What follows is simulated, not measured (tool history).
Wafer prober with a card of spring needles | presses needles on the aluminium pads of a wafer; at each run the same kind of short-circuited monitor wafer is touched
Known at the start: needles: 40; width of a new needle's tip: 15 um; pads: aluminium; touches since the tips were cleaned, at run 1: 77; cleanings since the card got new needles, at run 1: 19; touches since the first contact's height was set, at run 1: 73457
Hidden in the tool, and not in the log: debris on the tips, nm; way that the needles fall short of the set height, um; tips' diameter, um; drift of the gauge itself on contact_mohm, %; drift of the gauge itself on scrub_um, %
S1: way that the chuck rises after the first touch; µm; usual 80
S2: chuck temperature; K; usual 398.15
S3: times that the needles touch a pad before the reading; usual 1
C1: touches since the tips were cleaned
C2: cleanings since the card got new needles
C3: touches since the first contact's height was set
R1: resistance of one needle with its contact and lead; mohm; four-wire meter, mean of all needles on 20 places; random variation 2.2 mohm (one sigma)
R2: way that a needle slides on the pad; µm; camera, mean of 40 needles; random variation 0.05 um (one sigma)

run 1 hour=0.0 | S1=80 S2=398.15 S3=1 | C1=77 C2=19 C3=73457 | R1=239 R2=13.98
run 2 hour=7.3 | S1=80 S2=398.15 S3=1 | C1=1935 C2=19 C3=75315 | R1=241 R2=14.04
-- hour=12.9 tips cleaned on abrasive film
run 3 hour=13.3 | S1=80 S2=398.15 S3=1 | C1=100 C2=20 C3=76797 | R1=241 R2=13.93
run 4 hour=22.7 | S1=80 S2=398.15 S3=1 | C1=2491 C2=20 C3=79188 | R1=245 R2=13.92
-- hour=25.9 tips cleaned on abrasive film
run 5 hour=29.4 | S1=80 S2=398.15 S3=1 | C1=894 C2=21 C3=80879 | R1=239 R2=13.87
run 6 hour=36.0 | S1=80 S2=398.15 S3=1 | C1=2572 C2=21 C3=82557 | R1=242 R2=13.92
-- hour=38.7 tips cleaned on abrasive film
run 7 hour=45.0 | S1=80 S2=398.15 S3=1 | C1=1581 C2=22 C3=84799 | R1=243 R2=13.98
-- hour=51.5 tips cleaned on abrasive film
run 8 hour=52.0 | S1=80 S2=398.15 S3=1 | C1=104 C2=23 C3=86549 | R1=243 R2=13.98
run 9 hour=62.0 | S1=80 S2=367.15 S3=1 | C1=2668 C2=23 C3=89113 | R1=235 R2=13.97
-- hour=64.2 tips cleaned on abrasive film
run 10 hour=74.4 | S1=80 S2=367.15 S3=1 | C1=2584 C2=24 C3=92218 | R1=235 R2=14.01
-- hour=76.9 tips cleaned on abrasive film
run 11 hour=79.9 | S1=91 S2=304.15 S3=2 | C1=764 C2=25 C3=93603 | R1=218 R2=15.92
-- hour=90.1 tips cleaned on abrasive film
run 12 hour=91.1 | S1=86 S2=301.15 S3=1 | C1=236 C2=26 C3=96405 | R1=219 R2=15.03
run 13 hour=100.1 | S1=60 S2=326.15 S3=2 | C1=2527 C2=26 C3=98696 | R1=229 R2=10.46
-- hour=103.4 tips cleaned on abrasive film
run 14 hour=107.6 | S1=74 S2=359.15 S3=1 | C1=1063 C2=27 C3=100572 | R1=232 R2=12.90
-- hour=116.6 tips cleaned on abrasive film
run 15 hour=119.5 | S1=99 S2=398.15 S3=1 | C1=757 C2=28 C3=103586 | R1=238 R2=17.28
-- hour=129.7 tips cleaned on abrasive film
run 16 hour=131.9 | S1=99 S2=341.15 S3=1 | C1=552 C2=29 C3=106702 | R1=227 R2=17.30
-- hour=138.6 height of the first contact set anew
run 17 hour=142.1 | S1=90 S2=300.15 S3=2 | C1=3058 C2=29 C3=881 | R1=216 R2=15.57
-- hour=143.1 tips cleaned on abrasive film
run 18 hour=149.2 | S1=90 S2=300.15 S3=2 | C1=1566 C2=30 C3=2674 | R1=213 R2=15.56
-- hour=155.9 tips cleaned on abrasive film
run 19 hour=156.3 | S1=90 S2=300.15 S3=2 | C1=89 C2=31 C3=4429 | R1=219 R2=15.78

Forecast each of these 4 alternatives for the next run:
run A hour=167.8 | S1=79 S2=311.15 S3=1 | C1=3011 C2=31 C3=7351 | R1=? R2=?
run B hour=167.8 | S1=64 S2=348.15 S3=1 | C1=3011 C2=31 C3=7351 | R1=? R2=?
run C hour=167.8 | S1=62 S2=356.15 S3=2 | C1=3011 C2=31 C3=7351 | R1=? R2=?
run D hour=167.8 | S1=75 S2=299.15 S3=1 | C1=3011 C2=31 C3=7351 | R1=? R2=?

run=A R1=219 R2=13.73
run=B R1=232 R2=11.15
run=C R1=234 R2=10.85
run=D R1=218 R2=13.07
Without the tool's hidden state the same runs would have given:
run=A R1=219 R2=13.73
run=B R1=232 R2=11.15
run=C R1=234 R2=10.85
run=D R1=218 R2=13.07
